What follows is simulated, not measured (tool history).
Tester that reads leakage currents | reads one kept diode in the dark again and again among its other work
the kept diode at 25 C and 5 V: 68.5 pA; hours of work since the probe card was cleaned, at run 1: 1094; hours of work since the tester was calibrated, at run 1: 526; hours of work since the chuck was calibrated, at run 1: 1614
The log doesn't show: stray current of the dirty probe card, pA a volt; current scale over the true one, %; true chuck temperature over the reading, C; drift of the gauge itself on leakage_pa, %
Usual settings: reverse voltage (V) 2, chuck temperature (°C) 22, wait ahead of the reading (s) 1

run   hour  reverse voltage (V)  chuck temperature (°C)  wait ahead of the reading (s)  hours of work since the probe card was cleaned  hours of work since the tester was calibrated  hours of work since the chuck was calibrated  current that the tester gives (pA)
  1      0                    2                      22                              1                                            1094                                            526                                          1614                                32.5
  2   31.1                    2                      22                              1                                            1111                                            543                                          1632                               32.61
  3   54.8                    2                      45                              1                                            1125                                            557                                          1645                              261.66
  4   69.2                    2                      45                              1                                            1133                                            565                                          1654                              264.58
  5   85.5                    2                      22                              1                                            1142                                            574                                          1663                               32.45
      90.3  -- probe card cleaned and baked
  6  114.6                    2                      22                              1                                              14                                            589                                          1678                               32.71
     137.8  -- chuck's temperature calibrated
  7  147.1                    2                      22                              1                                              31                                            607                                             5                               36.05
     152.6  -- probe card cleaned and baked, once more
  8  168.1                    2                      45                              1                                               9                                            617                                            16                              282.93
  9  182.1                 5.58                      45                           5.86                                              17                                            625                                            24                               431.8
 10    198                 5.58                      45                           5.86                                              26                                            634                                            33                               431.1
 11    221                 5.58                      45                           5.86                                              39                                            647                                            46                              428.85
 12    242                 5.83                      22                              1                                              51                                            659                                            58                               55.21
 13    266                 5.83                      22                              1                                              65                                            673                                            71                               55.36
 14  283.4                 5.83                      41                           0.79                                              74                                            682                                            81                              311.17
 15  306.3                 5.83                      41                           0.79                                              87                                            695                                            94                              311.62

Forecast each of these 3 alternatives for the next run:
  A  321.4                    2                      22                           4.98                                              96                                            704                                           103                                   ?
  B  321.4                 5.83                      41                           2.55                                              96                                            704                                           103                                   ?
  C  321.4                 5.63                      22                           4.02                                              96                                            704                                           103                                   ?

run  current that the tester gives (pA)
  A                               34.58
  B                               310.2
  C                               52.94
Without the tool's hidden state the same runs would have given:
run  current that the tester gives (pA)
  A                               35.36
  B                              316.76
  C                               54.07
